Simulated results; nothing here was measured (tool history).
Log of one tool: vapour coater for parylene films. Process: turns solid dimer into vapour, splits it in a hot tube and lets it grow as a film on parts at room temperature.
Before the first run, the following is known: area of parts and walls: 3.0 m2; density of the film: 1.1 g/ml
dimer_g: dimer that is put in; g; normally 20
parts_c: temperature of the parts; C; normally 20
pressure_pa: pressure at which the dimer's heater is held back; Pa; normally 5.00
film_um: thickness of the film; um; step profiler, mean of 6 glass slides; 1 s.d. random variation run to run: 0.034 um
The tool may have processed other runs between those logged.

run,day,dimer_g,parts_c,pressure_pa,film_um
1,0.000,20,20,5.00,3.46
2,1.421,20,20,5.00,3.30
3,2.929,20,20,5.00,3.28
4,4.088,20,20,5.00,3.26
5,5.679,20,20,5.00,3.23
6,7.054,9,20,5.00,1.45
7,8.021,9,20,5.00,1.41
8,9.042,20,29,5.00,2.37
9,10.300,20,20,4.07,3.23
10,11.500,20,20,11.90,2.66
# day 12.042: trap's valve overhauled
11,12.921,20,20,11.90,2.96
12,14.279,20,20,11.90,2.91
13,15.438,20,20,11.90,2.88
14,16.562,20,20,11.90,2.84
15,17.958,20,15,11.90,3.34
16,19.646,17,21,3.02,2.95
17,21.408,17,21,3.02,2.96
18,23.188,33,13,3.02,7.28
19,24.504,33,13,3.02,7.17
20,25.992,33,12,3.02,7.35
21,27.221,9,12,3.02,1.98
# day 27.767: trap's valve overhauled
22,28.267,16,30,2.09,2.37
23,29.275,20,13,2.86,4.83
24,30.342,20,13,2.86,4.76
25,31.600,29,20,6.55,4.62
26,32.358,18,27,10.74,2.05
27,33.675,9,20,4.24,1.59
28,35.079,20,13,6.31,3.89
29,36.562,20,28,5.00,2.54

3 options for the next run, each taken on its own from the tool as it stands now. Forecast them:
A,37.388,20,18,3.12,?
B,37.388,9,12,3.03,?
C,37.388,16,22,2.66,?

run,film_um
A,3.74
B,2.04
C,2.76
What these runs would have given with no unlogged condition in the tool:
run,film_um
A,4.09
B,2.24
C,3.01
